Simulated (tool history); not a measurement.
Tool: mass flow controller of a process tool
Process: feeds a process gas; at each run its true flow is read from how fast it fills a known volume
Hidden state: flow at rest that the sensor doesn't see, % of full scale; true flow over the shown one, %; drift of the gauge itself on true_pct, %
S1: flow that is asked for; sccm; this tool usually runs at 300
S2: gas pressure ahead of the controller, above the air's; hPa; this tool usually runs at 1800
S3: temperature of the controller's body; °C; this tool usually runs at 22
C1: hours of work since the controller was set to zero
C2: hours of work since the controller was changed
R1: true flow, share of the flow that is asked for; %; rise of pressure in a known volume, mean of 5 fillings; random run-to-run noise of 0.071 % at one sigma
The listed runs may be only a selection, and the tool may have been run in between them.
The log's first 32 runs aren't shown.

run	hour	S1	S2	S3	C1	C2	R1
# hour 6582.5: controller's zero set anew, once more
33	6616.2	181	2170	24	18	5320	102.02
34	6876.0	181	2170	24	157	5459	101.86
35	7036.8	208	1600	25	242	5545	102.14
36	7285.9	102	1820	38	375	5677	100.14
37	7563.5	89	2520	38	523	5826	99.73
38	7818.5	89	2520	38	659	5962	99.75
# hour 7899.3: controller exchanged for a calibrated one
39	8023.7	169	1800	22	66	66	99.83
40	8222.6	82	2150	24	172	172	99.24
41	8423.0	91	2000	25	279	279	99.12
42	8654.6	484	2520	26	403	403	100.06
43	8954.5	366	1570	40	563	563	98.36
44	9152.9	366	1570	40	669	669	98.44
45	9453.9	300	2000	22	829	829	100.36
46	9727.4	300	1640	23	975	975	100.25
47	9964.9	60	2050	33	1102	1102	97.20

Branching from run 47: 5 alternative next runs. What would each branch give?
A	10276.7	347	1800	23	1268	1268	?
B	10276.7	129	1800	25	1268	1268	?
C	10276.7	138	1660	22	1268	1268	?
D	10276.7	143	1580	28	1268	1268	?
E	10276.7	264	1430	28	1268	1268	?

run	R1
A	100.42
B	99.16
C	99.69
D	99.00
E	99.62
With the hidden condition removed and each run's random variation left untouched, the same runs would have given:
run	R1
A	99.99
B	99.32
C	99.78
D	99.06
E	99.30
